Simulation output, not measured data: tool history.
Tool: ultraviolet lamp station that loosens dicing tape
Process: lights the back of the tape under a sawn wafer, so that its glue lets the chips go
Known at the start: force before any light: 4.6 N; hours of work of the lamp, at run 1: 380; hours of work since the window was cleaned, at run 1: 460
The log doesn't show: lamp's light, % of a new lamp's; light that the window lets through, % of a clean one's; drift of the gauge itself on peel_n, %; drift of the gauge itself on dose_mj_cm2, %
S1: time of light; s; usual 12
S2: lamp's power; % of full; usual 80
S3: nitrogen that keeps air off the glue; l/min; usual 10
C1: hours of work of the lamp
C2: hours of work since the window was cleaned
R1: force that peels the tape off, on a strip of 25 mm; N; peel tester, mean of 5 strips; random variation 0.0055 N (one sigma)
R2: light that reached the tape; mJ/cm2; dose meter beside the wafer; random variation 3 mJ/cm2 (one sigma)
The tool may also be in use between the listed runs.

run   hour  S1  S2  S3    C1   C2     R1   R2
  1      0  12  80  10   380  460  0.149  392
  2   53.4  12  80  10   421  501  0.161  391
  3  125.7  12  80   6   477  556  0.275  381
  4  200.9  12  80   6   534  614  0.282  378
  5  265.8  12  80   6   584  664  0.311  371
     287.4  -- window cleaned of glue's vapour
  6  349.4  12  80  10   648   47  0.206  352
  7  435.2  12  80  10   713  113  0.211  350
  8  493.1  12  80  10   758  158  0.225  345
  9  535.3  12  80  10   790  190   0.22  342
 10  612.9  12  80  10   850  249  0.238  331
 11  699.1   6  80   3   916  315  1.818  162
     724.9  -- window cleaned of glue's vapour, once more
 12  758.1   6  80   3   961   25  1.598  186
 13  797.1   7  80   5   990   55  1.014  215
 14  868.5   7  80   5  1045  110  1.045  206
 15  941.7  22  86  10  1101  166  0.053  702

Measured less the same run without the tool's hidden state. The same run-to-run variation is in both; the gauge's scatter may not be:
run      R1    R2
  1  +0.039   -53
  2  +0.044   -58
  3  +0.087   -62
  4    +0.1   -70
  5  +0.112   -75
  6  +0.087   -92
  7  +0.096  -100
  8  +0.104  -104
  9  +0.105  -107
 10  +0.117  -114
 11  +0.518   -59
 12  +0.308   -39
 13  +0.274   -47
 14  +0.299   -50
 15  +0.005  -181
